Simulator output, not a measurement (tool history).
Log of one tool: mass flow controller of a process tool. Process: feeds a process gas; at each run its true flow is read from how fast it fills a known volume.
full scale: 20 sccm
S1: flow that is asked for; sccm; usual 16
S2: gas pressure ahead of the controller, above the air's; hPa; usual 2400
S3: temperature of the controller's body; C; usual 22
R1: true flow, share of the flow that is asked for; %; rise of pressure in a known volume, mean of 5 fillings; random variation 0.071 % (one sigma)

run	hour	S1	S2	S3	R1
1	0.0	16	2400	22	99.74
2	43.1	13	2400	22	99.48
3	120.0	3	2400	22	98.24
4	221.5	3	2400	22	98.31
5	281.0	16	1700	22	99.30
6	331.9	16	1700	22	99.32
7	418.0	16	1700	22	99.36
8	513.0	16	2400	22	99.69
9	581.1	3	2400	22	98.24
10	628.8	16	2400	22	99.73
11	731.6	16	1830	22	99.32
12	799.9	16	1830	22	99.53
13	893.1	16	1830	22	99.32
14	984.7	16	1830	21	99.48
15	1069.4	16	1830	21	99.55
16	1146.9	16	2400	22	99.74
17	1192.8	16	2400	22	99.78
18	1280.3	16	1920	22	99.58
19	1353.9	16	1920	22	99.53
20	1425.7	16	1920	22	99.52
21	1528.9	16	2400	22	99.76
22	1593.5	16	2400	22	99.80
23	1643.4	16	2400	22	99.82
24	1689.0	16	2400	22	99.78
25	1752.9	2	2410	31	97.58
26	1841.7	2	2410	31	97.47
27	1905.1	2	1420	31	96.89
28	1952.8	2	1420	31	96.79
29	2017.9	2	1420	31	96.84
30	2080.1	2	2400	31	97.24
# hour 2088.6: controller's zero set anew
31	2173.5	2	2400	31	96.87
# hour 2269.4: controller's zero set anew, once more
32	2272.0	16	1880	25	99.48
33	2352.8	9	2400	22	99.06
34	2427.2	9	2400	22	99.13
35	2497.3	13	1500	33	98.54
36	2596.2	12	1530	34	98.38
37	2646.3	6	2230	24	98.73
38	2694.4	6	1520	32	97.95
39	2744.8	6	1520	32	97.81
40	2792.9	3	2180	33	98.01
41	2859.3	3	2180	33	97.63
42	2903.4	2	2020	33	97.39
43	2953.3	2	2020	33	97.52
44	3019.7	2	2020	33	97.58
45	3075.7	2	2020	33	97.43
46	3128.6	2	2020	33	97.53
47	3170.4	2	2020	33	97.35
48	3228.5	16	1680	22	99.57

Hidden state or all else? Some run-to-run changes of R1, split into what the settings, what came in and random variation would give without the hidden state, and what is left for the hidden state (with any gauge scatter that isn't in both results):
The hidden state here: flow at rest that the sensor doesn't see, % of full scale; true flow over the shown one, %; drift of the gauge itself on true_pct, %.
Run 24 -> 25: S1 16 -> 2, S2 2400 -> 2410, S3 22 -> 31. R1 -2.20 %: hidden state -0.56, all else -1.64.
Run 30 -> 31: controller's zero set anew. R1 -0.37 %: hidden state -0.53, all else +0.16.
Run 31 -> 32: S1 2 -> 16, S2 2400 -> 1880, S3 31 -> 25, controller's zero set anew, once more. R1 +2.61 %: hidden state +1.27, all else +1.34.
Run 47 -> 48: S1 2 -> 16, S2 2020 -> 1680, S3 33 -> 22. R1 +2.22 %: hidden state +0.32, all else +1.90.
